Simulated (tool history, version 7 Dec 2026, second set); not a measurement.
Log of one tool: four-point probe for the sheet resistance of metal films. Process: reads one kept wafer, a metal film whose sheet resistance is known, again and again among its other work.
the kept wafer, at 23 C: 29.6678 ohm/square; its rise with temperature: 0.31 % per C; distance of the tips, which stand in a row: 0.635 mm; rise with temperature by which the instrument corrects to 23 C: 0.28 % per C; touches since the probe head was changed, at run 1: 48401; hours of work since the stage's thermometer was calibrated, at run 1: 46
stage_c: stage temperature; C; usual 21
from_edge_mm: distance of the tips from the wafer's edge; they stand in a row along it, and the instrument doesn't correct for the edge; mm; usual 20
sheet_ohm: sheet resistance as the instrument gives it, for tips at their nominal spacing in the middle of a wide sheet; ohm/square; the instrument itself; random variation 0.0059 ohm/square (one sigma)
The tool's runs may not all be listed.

run	hour	stage_c	from_edge_mm	touches since the probe head was changed	hours of work since the stage's thermometer was calibrated	sheet_ohm
1	0.0	21	20	48401	46	29.590454
2	61.8	21	20	49514	80	29.584386
3	148.3	21	20	51073	126	29.580210
4	220.0	21	20	52365	165	29.587464
5	339.2	21	20	54512	229	29.593069
6	402.4	21	20	55651	263	29.593486
7	466.5	21	13	56805	297	29.610694
8	544.5	21	12	58211	339	29.628184
9	626.4	21	55	59688	383	29.580978
10	709.2	21	20	61178	428	29.593675
11	797.0	21	20	62761	475	29.599960
12	895.9	21	20	64544	528	29.605254
13	1006.8	21	20	66542	588	29.609564
14	1061.4	21	20	67525	617	29.599136
15	1131.2	29	20	68783	655	29.685908
16	1186.3	21	20	69776	685	29.601706
17	1300.0	21	20	71824	746	29.600965
18	1418.3	21	20	73956	810	29.603892
19	1495.2	21	20	75342	851	29.604884
# hour 1504.1: stage's thermometer calibrated
20	1601.8	21	20	77253	53	29.616611
21	1723.7	21	20	79449	118	29.620436
22	1822.9	21	20	81236	172	29.621472
23	1885.2	27	20	82359	205	29.676381
# hour 1955.2: stage's thermometer calibrated, once more
24	1994.9	22	73	84327	21	29.594567
25	2065.0	22	73	85590	59	29.591368
26	2119.4	22	73	86569	88	29.585650
27	2185.6	29	9	87762	124	29.726895
28	2279.7	28	9	89458	175	29.716125
29	2409.9	28	9	91805	245	29.712941
30	2535.3	28	9	94064	312	29.723527
31	2658.4	28	9	96281	378	29.724658
32	2773.7	30	30	98359	441	29.672164
33	2890.7	20	30	100468	503	29.590227
34	3008.8	24	19	102594	567	29.637138
35	3120.1	32	20	104600	627	29.710065
36	3230.8	26	4	106595	687	30.045538
37	3358.8	25	3	108901	755	30.329593
38	3467.8	25	3	110865	814	30.349385
39	3523.1	26	9	111861	844	29.731631
40	3628.5	22	5	113760	900	29.865222
41	3759.3	22	5	116117	971	29.874831
42	3862.7	28	7	117981	1027	29.797334
43	3936.4	22	15	119309	1066	29.652431
44	4068.3	19	72	121685	1137	29.591402

Some steps in sheet_ohm between neighbouring runs. How much of each would the tool show without its hidden state too (settings, what came in, random variation), and how much is left for the hidden state, with any gauge scatter that isn't in both results?
The hidden state here: inner tips' distance over the nominal, %; tips' flats over new ones', %; wafer's true temperature over the reading, C; drift of the gauge itself on sheet_ohm, %.
Run 19 -> 20: stage's thermometer calibrated. sheet_ohm +0.011727 ohm/square: hidden state +0.010547, all else +0.001180.
Run 23 -> 24: stage_c 27 -> 22, from_edge_mm 20 -> 73, stage's thermometer calibrated, once more. sheet_ohm -0.081814 ohm/square: hidden state -0.034282, all else -0.047532.
Run 35 -> 36: stage_c 32 -> 26, from_edge_mm 20 -> 4. sheet_ohm +0.335473 ohm/square: hidden state +0.001696, all else +0.333777.
Run 36 -> 37: stage_c 26 -> 25, from_edge_mm 4 -> 3. sheet_ohm +0.284055 ohm/square: hidden state +0.002261, all else +0.281794.
Run 38 -> 39: stage_c 25 -> 26, from_edge_mm 3 -> 9. sheet_ohm -0.617754 ohm/square: hidden state +0.001989, all else -0.619743.
Run 43 -> 44: stage_c 22 -> 19, from_edge_mm 15 -> 72. sheet_ohm -0.061029 ohm/square: hidden state +0.002838, all else -0.063867.

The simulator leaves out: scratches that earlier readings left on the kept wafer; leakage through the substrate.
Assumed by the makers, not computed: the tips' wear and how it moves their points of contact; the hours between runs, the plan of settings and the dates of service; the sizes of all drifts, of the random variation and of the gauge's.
